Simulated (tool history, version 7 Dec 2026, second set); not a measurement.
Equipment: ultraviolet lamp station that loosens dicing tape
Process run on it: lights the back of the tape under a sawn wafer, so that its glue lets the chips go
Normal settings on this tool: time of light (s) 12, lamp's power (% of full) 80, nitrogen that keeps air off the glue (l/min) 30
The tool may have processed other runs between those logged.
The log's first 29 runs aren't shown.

run	hour	time of light (s)	lamp's power (% of full)	nitrogen that keeps air off the glue (l/min)	hours of work of the lamp	hours of work since the window was cleaned	force that peels the tape off (N)	light that reached the tape (mJ/cm²)
30	978.8	7	98	50	253	44	1.023	224
31	1016.1	8	80	32	278	69	1.489	208
32	1036.2	8	80	32	291	82	1.475	215
33	1079.5	8	80	32	320	111	1.48	216
34	1110.2	8	68	10	341	131	3.426	178
35	1155	8	68	24	370	161	2.238	176
36	1186.4	19	68	21	391	182	0.522	422
37	1223.3	14	68	30	416	207	0.737	316
38	1262.9	14	68	30	442	233	0.732	313
# hour 1285.5: window cleaned of glue's vapour
39	1304.5	14	68	30	469	13	0.747	310
40	1341.9	14	68	30	494	37	0.712	313
41	1382.6	14	68	30	521	65	0.723	313
42	1423.1	7	80	30	548	91	1.882	184

Consider 4 possible next runs. They are alternatives, not a sequence: every one starts from the tool as it was left by run 42. What does each give?
A	1453.9	8	80	30	569	112	?	?
B	1453.9	7	76	41	569	112	?	?
C	1453.9	24	70	45	569	112	?	?
D	1453.9	7	60	30	569	112	?	?

run	force that peels the tape off (N)	light that reached the tape (mJ/cm²)
A	1.559	211
B	1.784	174
C	0.263	554
D	2.787	142
Without the tool's unlogged condition, the same runs would have read:
run	force that peels the tape off (N)	light that reached the tape (mJ/cm²)
A	1.556	211
B	1.78	175
C	0.263	555
D	2.784	142
